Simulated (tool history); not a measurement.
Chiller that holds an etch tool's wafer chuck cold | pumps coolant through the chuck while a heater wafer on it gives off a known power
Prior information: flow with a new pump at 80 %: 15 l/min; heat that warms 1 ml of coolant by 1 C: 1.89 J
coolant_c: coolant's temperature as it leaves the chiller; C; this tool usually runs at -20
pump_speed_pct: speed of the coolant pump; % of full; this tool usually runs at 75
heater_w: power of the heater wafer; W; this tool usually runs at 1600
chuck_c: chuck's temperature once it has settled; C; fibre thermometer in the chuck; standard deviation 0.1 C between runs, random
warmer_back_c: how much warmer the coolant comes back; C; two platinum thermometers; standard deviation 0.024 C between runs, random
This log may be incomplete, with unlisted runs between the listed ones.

run,hour,coolant_c,pump_speed_pct,heater_w,chuck_c,warmer_back_c
1,0.0,-20,75,1600,-1.9,3.67
2,31.3,-20,75,1600,-1.8,3.67
3,59.6,-20,75,1600,-1.9,3.68
4,91.0,-20,75,1600,-1.8,3.67
5,124.6,-20,75,1600,-1.8,3.68
6,158.9,-20,75,1600,-1.6,3.65
7,193.6,-20,75,1600,-1.7,3.70
8,234.5,-20,75,1600,-1.7,3.66
9,262.2,-20,75,1600,-1.4,3.70
10,283.0,-20,75,1600,-1.5,3.71
11,314.9,-20,75,1600,-1.5,3.68

For run 12, what comes out?
12,337.1,-14,93,1327,?,?

chuck_c: -0.1 C
warmer_back_c: 2.49 C
Were there no unlogged condition in the tool, this run, its random variation unchanged, would have produced chuck_c -1.9 C, warmer_back_c 2.45 C.
